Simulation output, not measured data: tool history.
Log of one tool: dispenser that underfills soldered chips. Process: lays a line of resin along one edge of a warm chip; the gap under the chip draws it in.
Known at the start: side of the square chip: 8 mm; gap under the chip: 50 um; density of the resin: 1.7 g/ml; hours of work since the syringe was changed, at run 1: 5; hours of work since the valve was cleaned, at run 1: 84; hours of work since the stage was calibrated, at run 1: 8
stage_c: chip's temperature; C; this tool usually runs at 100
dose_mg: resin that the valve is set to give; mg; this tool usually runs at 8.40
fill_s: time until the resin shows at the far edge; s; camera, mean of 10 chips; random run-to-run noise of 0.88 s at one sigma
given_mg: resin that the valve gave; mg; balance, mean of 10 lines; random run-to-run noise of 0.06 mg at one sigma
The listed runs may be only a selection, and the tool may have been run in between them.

run    day  stage_c  dose_mg  hours of work since the syringe was changed  hours of work since the valve was cleaned  hours of work since the stage was calibrated  fill_s  given_mg
  1  0.000      100     8.40                                            5                                         84                                             8    97.7      7.70
     0.067  -- new syringe of resin
  2  0.196      100     8.40                                            2                                         88                                            11    86.6      7.72
  3  0.288      100    10.63                                            4                                         89                                            13    88.0      9.81
     0.408  -- new syringe of resin
  4  0.483      108     8.40                                            1                                         92                                            16    59.3      7.72
  5  0.608      100     8.40                                            4                                         95                                            19    90.9      7.64
     0.746  -- new syringe of resin
  6  0.771      104     8.40                                            0                                         97                                            21    70.7      7.65
  7  0.854      104     8.40                                            2                                         99                                            23    73.9      7.63
  8  0.962      112     8.86                                            4                                        101                                            25    54.3      7.97
  9  1.054      100     7.95                                            5                                        102                                            26    99.9      7.17
     1.092  -- new syringe of resin
 10  1.154       86    10.60                                            1                                        104                                            28   159.2      9.53
 11  1.300      104     9.90                                            4                                        106                                            30    75.6      8.85
     1.425  -- new syringe of resin
 12  1.454       87    10.89                                            1                                        109                                            33   147.5      9.67
 13  1.558       92     9.09                                            2                                        111                                            35   124.2      8.19

Consider 3 possible next runs. They are alternatives, not a sequence: every one starts from the tool as it was left by run 13. What does each give?
  A  1.658      110    10.28                                            4                                        113                                            37       ?         ?
  B  1.658       92    10.59                                            4                                        113                                            37       ?         ?
  C  1.658      112     8.92                                            4                                        113                                            37       ?         ?

run  fill_s  given_mg
  A    58.3      9.24
  B   129.4      9.49
  C    56.0      8.11
Without the tool's unlogged condition, the same runs would have read:
run  fill_s  given_mg
  A    52.0     10.31
  B   115.7     10.58
  C    49.5      9.04
